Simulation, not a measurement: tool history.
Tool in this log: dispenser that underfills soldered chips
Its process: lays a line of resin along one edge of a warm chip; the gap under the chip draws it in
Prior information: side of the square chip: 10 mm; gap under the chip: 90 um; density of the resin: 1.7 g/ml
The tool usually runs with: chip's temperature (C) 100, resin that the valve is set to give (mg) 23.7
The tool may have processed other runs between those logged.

run	day	chip's temperature (C)	resin that the valve is set to give (mg)	time until the resin shows at the far edge (s)	resin that the valve gave (mg)
1	0	100	23.7	73.1	23.7
# day 0.104: new syringe of resin
# day 0.621: new syringe of resin
2	0.658	100	23.7	55.7	23.4
# day 1.129: new syringe of resin
3	1.129	100	23.7	53.7	23.44
4	1.588	100	23.7	76.4	23.33
# day 1.629: new syringe of resin
# day 1.971: stage's temperature calibrated
# day 2.175: new syringe of resin
5	2.304	100	23.7	52.2	23.18
6	2.596	100	23.7	65.5	23.2
# day 2.671: new syringe of resin
# day 3.167: new syringe of resin
7	3.167	100	23.7	48.9	23.2
# day 3.667: new syringe of resin
8	3.8	112	23.7	31.2	23.12
# day 4.179: new syringe of resin
9	4.358	102	23.7	50.5	22.93
# day 4.688: new syringe of resin
10	4.688	100	23.7	47.2	22.98
11	4.983	100	23.7	60.3	22.86
# day 5.196: new syringe of resin
12	5.458	100	23.7	58.8	22.7
# day 5.729: new syringe of resin
13	6.133	100	23.7	65.5	22.72
# day 6.233: new syringe of resin
14	6.492	100	23.7	57.8	22.77
# day 6.746: new syringe of resin
# day 6.888: dispensing valve cleaned and set on the balance
15	7.183	100	23.7	64.8	23.51
# day 7.304: new syringe of resin
16	7.633	100	23.7	64.4	23.71
# day 7.8: new syringe of resin
17	8.05	100	23.7	60.2	23.64
# day 8.321: new syringe of resin
18	8.525	100	23.7	57.2	23.49

Run 19 has not been measured yet. What should we expect?
# day 8.825: new syringe of resin
19	9.167	100	23.7	?	?

time until the resin shows at the far edge (s): 64.1
resin that the valve gave (mg): 23.15
If the tool had no hidden condition, the same run with the same run-to-run variation would have returned time until the resin shows at the far edge (s) 47, resin that the valve gave (mg) 23.48.
